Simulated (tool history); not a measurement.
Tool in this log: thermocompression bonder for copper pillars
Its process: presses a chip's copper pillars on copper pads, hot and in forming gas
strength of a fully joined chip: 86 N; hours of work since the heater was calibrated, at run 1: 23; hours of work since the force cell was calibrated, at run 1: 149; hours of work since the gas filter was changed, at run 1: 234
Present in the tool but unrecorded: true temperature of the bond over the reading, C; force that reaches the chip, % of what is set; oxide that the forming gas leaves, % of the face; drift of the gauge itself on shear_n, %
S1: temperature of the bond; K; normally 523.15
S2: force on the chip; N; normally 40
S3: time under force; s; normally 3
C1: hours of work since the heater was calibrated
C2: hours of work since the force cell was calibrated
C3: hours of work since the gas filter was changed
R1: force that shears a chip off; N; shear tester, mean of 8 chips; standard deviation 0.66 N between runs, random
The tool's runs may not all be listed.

Run 1, hour 0: usual settings; C1 23; C2 149; C3 234. Result: R1 37.7 N.
Run 2, hour 8.9: usual settings; C1 27; C2 152; C3 238. Result: R1 37.6 N.
Run 3, hour 17.8: usual settings; C1 31; C2 156; C3 242. Result: R1 36.7 N.
Run 4, hour 22.9: usual settings; C1 33; C2 158; C3 244. Result: R1 38 N.
At hour 29.2: forming gas filter changed.
Run 5, hour 32.9: usual settings but S2 44 N; C1 37; C2 162; C3 2. Result: R1 45.2 N.
Run 6, hour 41.3: usual settings but S2 44 N; C1 41; C2 166; C3 5. Result: R1 44.6 N.
Run 7, hour 52.4: usual settings but S1 499.15 K; C1 45; C2 171; C3 10. Result: R1 31.7 N.
Run 8, hour 63.6: usual settings but S2 26 N; C1 50; C2 175; C3 15. Result: R1 31 N.
Run 9, hour 70.6: usual settings but S1 532.15 K, S2 30 N, S3 4 s; C1 53; C2 178; C3 18. Result: R1 41.9 N.
Run 10, hour 80.9: usual settings but S1 532.15 K, S2 30 N, S3 4 s; C1 58; C2 183; C3 22. Result: R1 42.3 N.
Run 11, hour 91: usual settings but S1 532.15 K, S2 30 N, S3 4 s; C1 62; C2 187; C3 26. Result: R1 41.7 N.
Run 12, hour 100.8: usual settings but S1 532.15 K, S2 30 N, S3 4 s; C1 66; C2 191; C3 30. Result: R1 40.8 N.
Run 13, hour 107.2: usual settings but S1 548.15 K, S2 59 N, S3 7 s; C1 69; C2 194; C3 33. Result: R1 72.8 N.

Alternative continuations, all from the tool just after run 13; predict every row:
Run A, hour 118.4: usual settings; C1 74; C2 199; C3 38. Result: R1 ?.
Run B, hour 118.4: usual settings but S1 526.15 K, S3 7 s; C1 74; C2 199; C3 38. Result: R1 ?.
Run C, hour 118.4: usual settings but S1 533.15 K, S2 58 N, S3 2 s; C1 74; C2 199; C3 38. Result: R1 ?.

run    R1
  A  41.2
  B  55.2
  C  49.4
What these runs would have given with no unlogged condition in the tool:
run    R1
  A  42.9
  B  57.2
  C  51.3
